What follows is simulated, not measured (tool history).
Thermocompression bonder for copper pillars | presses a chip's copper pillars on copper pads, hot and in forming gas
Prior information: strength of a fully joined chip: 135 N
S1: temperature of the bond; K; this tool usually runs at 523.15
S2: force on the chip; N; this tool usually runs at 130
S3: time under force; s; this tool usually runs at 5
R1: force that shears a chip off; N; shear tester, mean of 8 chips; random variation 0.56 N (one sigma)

Run 1, day 0.000: usual settings. Result: R1 56.7 N.
At day 0.567: heater calibrated with a thermocouple chip.
Run 2, day 2.200: usual settings. Result: R1 62.3 N.
At day 2.567: forming gas filter changed.
Run 3, day 3.967: usual settings. Result: R1 66.3 N.
Run 4, day 5.533: usual settings but S1 503.15 K. Result: R1 47.3 N.
Run 5, day 7.750: usual settings but S1 503.15 K. Result: R1 45.5 N.
Run 6, day 9.167: usual settings but S1 503.15 K. Result: R1 44.9 N.
Run 7, day 10.388: usual settings but S1 514.15 K. Result: R1 53.5 N.
Run 8, day 12.525: usual settings but S1 514.15 K. Result: R1 52.6 N.
At day 13.729: forming gas filter changed.
Run 9, day 14.992: usual settings but S1 514.15 K. Result: R1 56.5 N.
At day 15.221: force cell calibrated.
Run 10, day 17.200: usual settings but S1 514.15 K. Result: R1 55.8 N.
Run 11, day 18.996: usual settings but S1 514.15 K, S2 140 N. Result: R1 58.1 N.
Run 12, day 20.025: usual settings. Result: R1 62.2 N.
Run 13, day 21.817: usual settings. Result: R1 60.8 N.
Run 14, day 23.988: usual settings but S1 514.15 K, S2 92 N, S3 3 s. Result: R1 29.5 N.
At day 25.062: forming gas filter changed.
Run 15, day 25.192: usual settings but S3 9 s. Result: R1 78.6 N.
At day 25.362: force cell calibrated, once more.
Run 16, day 26.679: usual settings but S1 500.15 K, S2 110 N, S3 4 s. Result: R1 30.1 N.
Run 17, day 28.342: usual settings but S1 542.15 K, S2 78 N, S3 4 s. Result: R1 43.5 N.
Run 18, day 30.767: usual settings but S1 542.15 K, S2 78 N, S3 4 s. Result: R1 41.7 N.
Run 19, day 32.838: usual settings but S1 511.15 K, S2 122 N, S3 3 s. Result: R1 34.5 N.
Run 20, day 34.454: usual settings but S1 517.15 K, S2 156 N. Result: R1 60.0 N.
Run 21, day 35.933: usual settings but S1 520.15 K, S2 137 N, S3 3 s. Result: R1 45.2 N.
At day 36.325: forming gas filter changed.
Run 22, day 38.350: usual settings but S1 520.15 K, S2 97 N. Result: R1 40.8 N.
Run 23, day 39.858: usual settings but S1 520.15 K, S2 97 N. Result: R1 39.7 N.
At day 41.454: heater calibrated with a thermocouple chip.
Run 24, day 41.604: usual settings but S1 531.15 K, S2 97 N, S3 10 s. Result: R1 67.3 N.
Run 25, day 43.358: usual settings but S1 531.15 K, S2 97 N, S3 10 s. Result: R1 65.8 N.
Run 26, day 45.646: usual settings but S1 531.15 K, S2 97 N, S3 10 s. Result: R1 64.8 N.

Alternative continuations, all from the tool just after run 26; predict every row:
At day 47.654: forming gas filter changed.
Run A, day 47.754: usual settings but S2 194 N. Result: R1 ?.
At day 47.654: forming gas filter changed.
Run B, day 47.754: usual settings but S1 512.15 K, S2 181 N, S3 10 s. Result: R1 ?.
At day 47.654: forming gas filter changed.
Run C, day 47.754: usual settings but S1 519.15 K, S2 131 N, S3 6 s. Result: R1 ?.

run    R1
  A  89.1
  B  88.0
  C  63.7
Had the tool no hidden state, the same runs would have come out as:
run    R1
  A  90.5
  B  89.5
  C  65.0
